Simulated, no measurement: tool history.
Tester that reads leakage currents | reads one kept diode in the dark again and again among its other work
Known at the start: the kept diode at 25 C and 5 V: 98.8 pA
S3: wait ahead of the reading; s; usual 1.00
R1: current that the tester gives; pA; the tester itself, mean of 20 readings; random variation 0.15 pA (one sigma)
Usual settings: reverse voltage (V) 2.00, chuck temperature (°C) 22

run 1 hour=0.0 | reverse_voltage_(V)=2.00 chuck_temperature_(°C)=22 S3=1.00 | R1=53.27
run 2 hour=24.0 | reverse_voltage_(V)=2.00 chuck_temperature_(°C)=22 S3=1.00 | R1=53.37
run 3 hour=54.5 | reverse_voltage_(V)=2.00 chuck_temperature_(°C)=22 S3=1.00 | R1=53.35
-- hour=64.9 chuck's temperature calibrated
run 4 hour=82.2 | reverse_voltage_(V)=2.00 chuck_temperature_(°C)=22 S3=1.67 | R1=50.97
run 5 hour=97.8 | reverse_voltage_(V)=2.00 chuck_temperature_(°C)=22 S3=1.67 | R1=50.73
run 6 hour=130.5 | reverse_voltage_(V)=2.00 chuck_temperature_(°C)=22 S3=1.67 | R1=51.06
run 7 hour=153.6 | reverse_voltage_(V)=2.00 chuck_temperature_(°C)=22 S3=1.67 | R1=50.95
run 8 hour=185.0 | reverse_voltage_(V)=2.00 chuck_temperature_(°C)=22 S3=1.67 | R1=51.39
run 9 hour=220.1 | reverse_voltage_(V)=2.00 chuck_temperature_(°C)=22 S3=1.00 | R1=51.61
run 10 hour=247.1 | reverse_voltage_(V)=2.00 chuck_temperature_(°C)=22 S3=1.00 | R1=51.49
run 11 hour=273.0 | reverse_voltage_(V)=1.32 chuck_temperature_(°C)=22 S3=1.00 | R1=41.42
run 12 hour=292.7 | reverse_voltage_(V)=1.32 chuck_temperature_(°C)=22 S3=1.00 | R1=41.74
run 13 hour=327.7 | reverse_voltage_(V)=1.32 chuck_temperature_(°C)=22 S3=1.00 | R1=41.58
run 14 hour=347.5 | reverse_voltage_(V)=11.73 chuck_temperature_(°C)=40 S3=0.65 | R1=633.50
run 15 hour=380.3 | reverse_voltage_(V)=5.75 chuck_temperature_(°C)=41 S3=0.65 | R1=477.40
run 16 hour=405.8 | reverse_voltage_(V)=4.67 chuck_temperature_(°C)=23 S3=9.40 | R1=89.05
run 17 hour=433.4 | reverse_voltage_(V)=2.00 chuck_temperature_(°C)=59 S3=0.61 | R1=1178.00
run 18 hour=451.8 | reverse_voltage_(V)=11.62 chuck_temperature_(°C)=22 S3=1.73 | R1=139.12
run 19 hour=475.9 | reverse_voltage_(V)=6.35 chuck_temperature_(°C)=48 S3=5.79 | R1=889.02
run 20 hour=509.9 | reverse_voltage_(V)=18.61 chuck_temperature_(°C)=48 S3=5.79 | R1=1556.98
run 21 hour=533.4 | reverse_voltage_(V)=2.00 chuck_temperature_(°C)=22 S3=2.93 | R1=52.31
run 22 hour=563.0 | reverse_voltage_(V)=2.00 chuck_temperature_(°C)=22 S3=2.93 | R1=52.08
run 23 hour=587.7 | reverse_voltage_(V)=2.70 chuck_temperature_(°C)=52 S3=1.00 | R1=801.66
run 24 hour=606.7 | reverse_voltage_(V)=11.87 chuck_temperature_(°C)=39 S3=6.81 | R1=588.17
run 25 hour=625.4 | reverse_voltage_(V)=11.87 chuck_temperature_(°C)=39 S3=6.81 | R1=586.76
run 26 hour=658.8 | reverse_voltage_(V)=5.07 chuck_temperature_(°C)=46 S3=0.31 | R1=686.63

The same runs without the tool's hidden state, with the same run-to-run variation:
The hidden state here: stray current of the dirty probe card, pA a volt; current scale over the true one, %; true chuck temperature over the reading, C; drift of the gauge itself on leakage_pa, %.
run=1 R1=47.37
run=2 R1=47.41
run=3 R1=47.30
run=4 R1=47.10
run=5 R1=46.84
run=6 R1=47.07
run=7 R1=46.91
run=8 R1=47.23
run=9 R1=47.37
run=10 R1=47.19
run=11 R1=38.34
run=12 R1=38.61
run=13 R1=38.38
run=14 R1=599.56
run=15 R1=456.25
run=16 R1=78.91
run=17 R1=1146.69
run=18 R1=115.84
run=19 R1=854.61
run=20 R1=1482.11
run=21 R1=47.18
run=22 R1=46.90
run=23 R1=773.30
run=24 R1=548.68
run=25 R1=546.93
run=26 R1=655.34
